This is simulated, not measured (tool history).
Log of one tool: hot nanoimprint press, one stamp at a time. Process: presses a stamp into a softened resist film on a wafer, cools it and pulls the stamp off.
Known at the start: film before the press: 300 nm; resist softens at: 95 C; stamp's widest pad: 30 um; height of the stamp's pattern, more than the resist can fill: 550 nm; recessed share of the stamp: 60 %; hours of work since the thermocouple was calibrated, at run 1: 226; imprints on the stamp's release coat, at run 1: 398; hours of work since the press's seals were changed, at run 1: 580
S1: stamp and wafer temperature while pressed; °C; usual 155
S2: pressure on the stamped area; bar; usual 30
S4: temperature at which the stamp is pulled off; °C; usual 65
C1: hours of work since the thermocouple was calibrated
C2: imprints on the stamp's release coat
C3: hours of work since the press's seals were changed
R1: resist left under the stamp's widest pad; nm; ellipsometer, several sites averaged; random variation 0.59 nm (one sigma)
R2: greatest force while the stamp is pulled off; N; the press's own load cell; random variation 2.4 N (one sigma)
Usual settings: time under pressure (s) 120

Run 1, hour 0: usual settings; C1 226; C2 398; C3 580. Result: R1 118.3 nm, R2 109 N.
Run 2, hour 35.5: usual settings but S4 72 °C; C1 246; C2 505; C3 601. Result: R1 117 nm, R2 104 N.
At hour 67.7: plate thermocouple calibrated.
Run 3, hour 75.5: usual settings but S4 72 °C; C1 5; C2 616; C3 622. Result: R1 117.7 nm, R2 105 N.
Run 4, hour 109.7: usual settings but S4 72 °C; C1 24; C2 719; C3 642. Result: R1 116.2 nm, R2 107 N.
Run 5, hour 140.2: usual settings but S4 72 °C; C1 42; C2 811; C3 660. Result: R1 117.8 nm, R2 100 N.
Run 6, hour 159.5: usual settings but S4 72 °C; C1 53; C2 869; C3 671. Result: R1 117.2 nm, R2 104 N.
Run 7, hour 188.9: usual settings but S4 72 °C; C1 71; C2 957; C3 688. Result: R1 117.1 nm, R2 101 N.
Run 8, hour 218.1: usual settings but S4 72 °C; C1 88; C2 1045; C3 705. Result: R1 118 nm, R2 106 N.
Run 9, hour 256.4: usual settings but time under pressure (s) 83; C1 110; C2 1160; C3 728. Result: R1 136 nm, R2 108 N.
At hour 269.4: press's hydraulic seals changed and the load cell set to zero.
Run 10, hour 291.4: usual settings but S2 23.1 bar; C1 126; C2 1241; C3 13. Result: R1 129.6 nm, R2 104 N.
Run 11, hour 329.5: usual settings but S2 23.1 bar; C1 148; C2 1356; C3 35. Result: R1 130.4 nm, R2 109 N.
Run 12, hour 354: usual settings but S2 37.1 bar, time under pressure (s) 188, S4 54 °C; C1 162; C2 1429; C3 49. Result: R1 86.2 nm, R2 118 N.
Run 13, hour 378.3: usual settings but S1 150 °C, S2 32.1 bar, time under pressure (s) 85, S4 69 °C; C1 176; C2 1502; C3 63. Result: R1 171.7 nm, R2 107 N.
At hour 399.4: stamp cleaned and given a new release coat.
Run 14, hour 411.6: usual settings but S1 163 °C, S2 44.6 bar, S4 66 °C; C1 192; C2 36; C3 79. Result: R1 58.7 nm, R2 106 N.
Run 15, hour 434.5: usual settings but S1 166 °C, S2 19.6 bar, time under pressure (s) 75, S4 53 °C; C1 205; C2 105; C3 93. Result: R1 91.2 nm, R2 116 N.
Run 16, hour 457.6: usual settings but S1 166 °C, S2 19.6 bar, time under pressure (s) 140, S4 61 °C; C1 219; C2 175; C3 106. Result: R1 68.4 nm, R2 111 N.
Run 17, hour 487.7: usual settings but S2 34 bar, time under pressure (s) 89; C1 236; C2 265; C3 124. Result: R1 124.1 nm, R2 107 N.

Hidden state at the last listed run before each entry between runs and at the first one after, where it differs:
Between runs 2 and 3: plate thermocouple calibrated (hour 67.7)
  true temperature over the reading, C: 0.02 -> 0; pressure that arrives at the usual setting, %: 99.89 -> 99.88; grip of the stamp's worn release coat, % over a new coat's: 0.6 -> 0.7; drift of the gauge itself on residual_nm, %: -0.15 -> -0.31
  measured less the result without the state, R1: -0.3 -> -0.3 nm
Between runs 9 and 10: press's hydraulic seals changed and the load cell set to zero (hour 269.4)
  pressure that arrives at the usual setting, %: 99.86 -> 100.01; grip of the stamp's worn release coat, % over a new coat's: 1.4 -> 1.5; drift of the gauge itself on residual_nm, %: -1.09 -> -1.21
  measured less the result without the state, R1: -1.6 -> -1.8 nm
Between runs 13 and 14: stamp cleaned and given a new release coat (hour 399.4)
  grip of the stamp's worn release coat, % over a new coat's: 1.8 -> 0; drift of the gauge itself on residual_nm, %: -1.58 -> -1.7
  measured less the result without the state, R1: -3 -> -1.1 nm
